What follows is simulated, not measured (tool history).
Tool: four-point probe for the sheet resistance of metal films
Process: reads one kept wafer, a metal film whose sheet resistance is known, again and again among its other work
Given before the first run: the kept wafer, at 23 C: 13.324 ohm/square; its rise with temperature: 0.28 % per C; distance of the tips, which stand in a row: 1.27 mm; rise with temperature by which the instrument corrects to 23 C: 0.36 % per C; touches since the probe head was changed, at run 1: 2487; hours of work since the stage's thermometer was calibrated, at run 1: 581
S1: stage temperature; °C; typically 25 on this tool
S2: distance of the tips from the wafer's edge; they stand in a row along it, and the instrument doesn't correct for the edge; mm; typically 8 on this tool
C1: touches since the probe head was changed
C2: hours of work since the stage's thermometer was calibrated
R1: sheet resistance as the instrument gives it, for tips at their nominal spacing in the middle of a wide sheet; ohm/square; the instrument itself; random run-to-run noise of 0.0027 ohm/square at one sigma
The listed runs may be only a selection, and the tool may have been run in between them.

Run 1, hour 0.0: usual settings; C1 2487; C2 581. Result: R1 13.543559 ohm/square.
Run 2, hour 9.7: usual settings but S2 14 mm; C1 2958; C2 588. Result: R1 13.422932 ohm/square.
Run 3, hour 28.1: usual settings but S2 14 mm; C1 3846; C2 601. Result: R1 13.422169 ohm/square.
Run 4, hour 42.8: usual settings but S2 14 mm; C1 4555; C2 612. Result: R1 13.417369 ohm/square.
Run 5, hour 57.6: usual settings but S2 14 mm; C1 5273; C2 623. Result: R1 13.419714 ohm/square.
Run 6, hour 76.1: usual settings but S2 14 mm; C1 6167; C2 637. Result: R1 13.417208 ohm/square.
Run 7, hour 87.8: usual settings but S1 21 °C; C1 6732; C2 645. Result: R1 13.581235 ohm/square.
Run 8, hour 98.0: usual settings; C1 7224; C2 653. Result: R1 13.535388 ohm/square.
Run 9, hour 106.5: usual settings; C1 7632; C2 659. Result: R1 13.540575 ohm/square.
Run 10, hour 118.0: usual settings; C1 8189; C2 667. Result: R1 13.534318 ohm/square.
Run 11, hour 132.1: usual settings; C1 8871; C2 678. Result: R1 13.532089 ohm/square.
Run 12, hour 140.9: usual settings; C1 9294; C2 684. Result: R1 13.536116 ohm/square.
Run 13, hour 157.8: usual settings but S2 13 mm; C1 10111; C2 697. Result: R1 13.421146 ohm/square.
Run 14, hour 171.1: usual settings but S1 29 °C, S2 4 mm; C1 10755; C2 706. Result: R1 13.993845 ohm/square.
Run 15, hour 186.9: usual settings but S1 29 °C, S2 4 mm; C1 11517; C2 718. Result: R1 13.992669 ohm/square.
Run 16, hour 201.3: usual settings but S1 19 °C, S2 6 mm; C1 12215; C2 729. Result: R1 13.735641 ohm/square.
At hour 202.7: stage's thermometer calibrated.
Run 17, hour 218.9: usual settings but S1 22 °C, S2 52 mm; C1 13044; C2 12. Result: R1 13.387030 ohm/square.
Run 18, hour 228.2: usual settings but S1 32 °C, S2 32 mm; C1 13491; C2 19. Result: R1 13.284362 ohm/square.
Run 19, hour 247.1: usual settings but S1 23 °C, S2 4 mm; C1 14402; C2 33. Result: R1 14.060651 ohm/square.
Run 20, hour 261.4: usual settings but S1 26 °C, S2 38 mm; C1 15096; C2 43. Result: R1 13.340939 ohm/square.
Run 21, hour 276.0: usual settings but S2 4 mm; C1 15801; C2 54. Result: R1 14.034004 ohm/square.
Run 22, hour 286.2: usual settings but S1 30 °C, S2 15 mm; C1 16295; C2 61. Result: R1 13.337567 ohm/square.
Run 23, hour 297.4: usual settings but S1 30 °C, S2 15 mm; C1 16835; C2 70. Result: R1 13.342212 ohm/square.
At hour 300.1: stage's thermometer calibrated, once more.
Run 24, hour 313.4: usual settings but S1 30 °C, S2 15 mm; C1 17586; C2 10. Result: R1 13.351551 ohm/square.
Run 25, hour 325.1: usual settings but S1 30 °C, S2 15 mm; C1 18149; C2 18. Result: R1 13.350695 ohm/square.
Run 26, hour 343.8: usual settings but S1 18 °C, S2 31 mm; C1 19052; C2 32. Result: R1 13.443554 ohm/square.

Forecast each of these 5 alternatives for the next run:
Run A, hour 357.2: usual settings but S2 5 mm; C1 19702; C2 42. Result: R1 ?.
Run B, hour 357.2: usual settings but S1 35 °C, S2 12 mm; C1 19702; C2 42. Result: R1 ?.
Run C, hour 357.2: usual settings but S1 27 °C, S2 11 mm; C1 19702; C2 42. Result: R1 ?.
Run D, hour 357.2: usual settings but S1 24 °C, S2 5 mm; C1 19702; C2 42. Result: R1 ?.
Run E, hour 357.2: usual settings but S1 21 °C, S2 43 mm; C1 19702; C2 42. Result: R1 ?.

run         R1
  A  13.800280
  B  13.327595
  C  13.423757
  D  13.814589
  E  13.401668
Without the tool's hidden state the same runs would have given:
run         R1
  A  13.749710
  B  13.278623
  C  13.374455
  D  13.763969
  E  13.352435

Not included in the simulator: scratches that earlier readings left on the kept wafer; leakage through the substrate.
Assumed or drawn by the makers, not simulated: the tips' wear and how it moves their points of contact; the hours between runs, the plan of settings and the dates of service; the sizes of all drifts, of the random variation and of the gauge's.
